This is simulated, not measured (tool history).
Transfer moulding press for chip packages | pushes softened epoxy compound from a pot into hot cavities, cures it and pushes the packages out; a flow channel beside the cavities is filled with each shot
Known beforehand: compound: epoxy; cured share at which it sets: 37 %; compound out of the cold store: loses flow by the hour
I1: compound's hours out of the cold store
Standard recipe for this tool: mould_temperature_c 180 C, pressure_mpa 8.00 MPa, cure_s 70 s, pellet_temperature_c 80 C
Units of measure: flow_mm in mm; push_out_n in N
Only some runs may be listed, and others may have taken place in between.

Run 1, hour 0.0: usual settings; I1 26.2. Result: flow_mm 882 mm, push_out_n 608 N.
At hour 32.5: cavities cleaned with cleaning compound and waxed.
At hour 52.2: plunger's sealing rings changed.
Run 2, hour 57.6: usual settings; I1 33.7. Result: flow_mm 846 mm, push_out_n 582 N.
Run 3, hour 83.5: usual settings; I1 20.9. Result: flow_mm 902 mm, push_out_n 649 N.
Run 4, hour 111.7: usual settings; I1 12.0. Result: flow_mm 957 mm, push_out_n 659 N.
At hour 121.1: cavities cleaned with cleaning compound and waxed.
Run 5, hour 151.8: usual settings but mould_temperature_c 176 C; I1 11.5. Result: flow_mm 968 mm, push_out_n 853 N.
Run 6, hour 188.9: usual settings but mould_temperature_c 176 C; I1 9.8. Result: flow_mm 978 mm, push_out_n 880 N.
At hour 205.3: cavities cleaned with cleaning compound and waxed.
Run 7, hour 216.6: usual settings but mould_temperature_c 176 C; I1 8.7. Result: flow_mm 987 mm, push_out_n 872 N.
Run 8, hour 244.6: usual settings but mould_temperature_c 176 C; I1 11.4. Result: flow_mm 966 mm, push_out_n 881 N.
Run 9, hour 283.6: usual settings but mould_temperature_c 176 C; I1 25.8. Result: flow_mm 891 mm, push_out_n 815 N.
At hour 289.8: cavities cleaned with cleaning compound and waxed.
Run 10, hour 329.1: usual settings; I1 15.8. Result: flow_mm 936 mm, push_out_n 632 N.
Run 11, hour 351.3: usual settings; I1 27.1. Result: flow_mm 872 mm, push_out_n 611 N.
At hour 374.0: cavities cleaned with cleaning compound and waxed.
Run 12, hour 398.8: usual settings; I1 37.2. Result: flow_mm 830 mm, push_out_n 590 N.
Run 13, hour 441.0: usual settings; I1 38.7. Result: flow_mm 822 mm, push_out_n 558 N.
At hour 460.5: cavities cleaned with cleaning compound and waxed.
At hour 471.2: plunger's sealing rings changed.
Run 14, hour 491.8: usual settings; I1 31.0. Result: flow_mm 858 mm, push_out_n 584 N.
Run 15, hour 517.6: usual settings but pressure_mpa 9.14 MPa, cure_s 77 s; I1 47.2. Result: flow_mm 840 mm, push_out_n 444 N.
At hour 549.9: cavities cleaned with cleaning compound and waxed.
Run 16, hour 557.2: usual settings but pressure_mpa 7.91 MPa; I1 43.7. Result: flow_mm 797 mm, push_out_n 581 N.
Run 17, hour 598.6: usual settings but pressure_mpa 7.06 MPa, pellet_temperature_c 89 C; I1 28.6. Result: flow_mm 817 mm, push_out_n 592 N.
At hour 634.0: cavities cleaned with cleaning compound and waxed.
Run 18, hour 644.5: usual settings but pressure_mpa 7.06 MPa, pellet_temperature_c 89 C; I1 41.3. Result: flow_mm 760 mm, push_out_n 564 N.
Run 19, hour 689.4: usual settings but pressure_mpa 7.06 MPa, pellet_temperature_c 89 C; I1 23.1. Result: flow_mm 841 mm, push_out_n 592 N.
At hour 718.4: cavities cleaned with cleaning compound and waxed.
Run 20, hour 721.6: usual settings but pressure_mpa 8.84 MPa, cure_s 98 s, pellet_temperature_c 77 C; I1 46.2. Result: flow_mm 829 mm, push_out_n 295 N.
Run 21, hour 774.0: usual settings but mould_temperature_c 174 C, cure_s 80 s; I1 20.6. Result: flow_mm 926 mm, push_out_n 652 N.
At hour 805.7: cavities cleaned with cleaning compound and waxed.
Run 22, hour 806.0: usual settings but mould_temperature_c 184 C, cure_s 80 s; I1 12.4. Result: flow_mm 945 mm, push_out_n 350 N.
Run 23, hour 838.0: usual settings but mould_temperature_c 188 C, pressure_mpa 9.12 MPa, cure_s 80 s, pellet_temperature_c 81 C; I1 19.1. Result: flow_mm 958 mm, push_out_n 311 N.
At hour 886.2: plunger's sealing rings changed.
Run 24, hour 888.9: usual settings but mould_temperature_c 188 C, pressure_mpa 9.12 MPa, cure_s 80 s, pellet_temperature_c 81 C; I1 33.9. Result: flow_mm 887 mm, push_out_n 303 N.
At hour 892.9: cavities cleaned with cleaning compound and waxed.
Run 25, hour 926.4: usual settings but mould_temperature_c 188 C, pressure_mpa 9.12 MPa, cure_s 68 s, pellet_temperature_c 84 C; I1 41.5. Result: flow_mm 849 mm, push_out_n 382 N.
Run 26, hour 970.0: usual settings but pressure_mpa 6.95 MPa, cure_s 54 s, pellet_temperature_c 89 C; I1 26.4. Result: flow_mm 823 mm, push_out_n 1080 N.
At hour 976.1: cavities cleaned with cleaning compound and waxed.
Run 27, hour 1017.8: usual settings but pressure_mpa 6.95 MPa, cure_s 54 s, pellet_temperature_c 89 C; I1 38.7. Result: flow_mm 767 mm, push_out_n 1016 N.

Here are 5 independent what-if runs from the current tool condition. What would each one return?
At hour 1036.3: mould's thermocouples calibrated.
Run A, hour 1058.1: usual settings but pressure_mpa 8.44 MPa, cure_s 54 s, pellet_temperature_c 89 C; I1 32.8. Result: flow_mm ?, push_out_n ?.
At hour 1036.3: mould's thermocouples calibrated.
Run B, hour 1058.1: usual settings but pressure_mpa 6.95 MPa, cure_s 63 s, pellet_temperature_c 78 C; I1 35.1. Result: flow_mm ?, push_out_n ?.
At hour 1036.3: mould's thermocouples calibrated.
Run C, hour 1058.1: usual settings but pressure_mpa 6.50 MPa, cure_s 54 s, pellet_temperature_c 90 C; I1 21.8. Result: flow_mm ?, push_out_n ?.
At hour 1036.3: mould's thermocouples calibrated.
Run D, hour 1058.1: usual settings but mould_temperature_c 176 C, pressure_mpa 9.06 MPa, cure_s 54 s, pellet_temperature_c 89 C; I1 44.9. Result: flow_mm ?, push_out_n ?.
At hour 1036.3: mould's thermocouples calibrated.
Run E, hour 1058.1: usual settings but pressure_mpa 6.94 MPa, cure_s 63 s, pellet_temperature_c 70 C; I1 11.6. Result: flow_mm ?, push_out_n ?.

run  flow_mm  push_out_n
  A      872        1070
  B      784         802
  C      813        1108
  D      853        1169
  E      888         943
What these runs would have given with no unlogged condition in the tool:
run  flow_mm  push_out_n
  A      872        1062
  B      784         796
  C      813        1100
  D      853        1160
  E      888         936

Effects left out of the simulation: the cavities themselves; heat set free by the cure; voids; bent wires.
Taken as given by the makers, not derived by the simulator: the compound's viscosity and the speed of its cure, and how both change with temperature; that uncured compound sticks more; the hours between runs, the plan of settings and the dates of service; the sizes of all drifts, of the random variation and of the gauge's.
